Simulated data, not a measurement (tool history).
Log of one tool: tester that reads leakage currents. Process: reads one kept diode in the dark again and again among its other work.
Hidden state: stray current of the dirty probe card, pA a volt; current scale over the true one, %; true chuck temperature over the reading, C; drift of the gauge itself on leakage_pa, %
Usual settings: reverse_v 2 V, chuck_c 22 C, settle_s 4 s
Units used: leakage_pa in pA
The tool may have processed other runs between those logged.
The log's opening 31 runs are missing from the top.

run,day,reverse_v,chuck_c,settle_s,hours of work since the probe card was cleaned,hours of work since the tester was calibrated,hours of work since the chuck was calibrated,leakage_pa
32,51.408,13.27,55,0.31,454,1001,759,1513.52
33,52.588,13.27,55,0.31,475,1022,780,1512.78
34,54.233,2.47,52,5.73,505,1052,810,659.75
# day 55.167: chuck's temperature calibrated
35,55.958,1.65,52,4.63,535,1082,14,545.24
36,57.896,3.83,52,0.97,570,1117,50,745.89
37,59.379,1.85,24,4,597,1144,76,80.29
38,60.346,2,37,0.43,615,1162,94,215.54
39,61.304,2,22,7.34,632,1179,111,70.78

Consider 4 possible next runs. They are alternatives, not a sequence: every one starts from the tool as it was left by run 39. What does each give?
A,62.254,2,22,0.8,649,1196,129,?
B,62.254,2,31,4,649,1196,129,?
C,62.254,1.69,55,7.34,649,1196,129,?
D,62.254,13.29,22,7.34,649,1196,129,?

run,leakage_pa
A,71.67
B,139.4
C,669.32
D,146.96
Without the tool's hidden state the same runs would have given:
run,leakage_pa
A,69.03
B,134.99
C,652.43
D,138.62
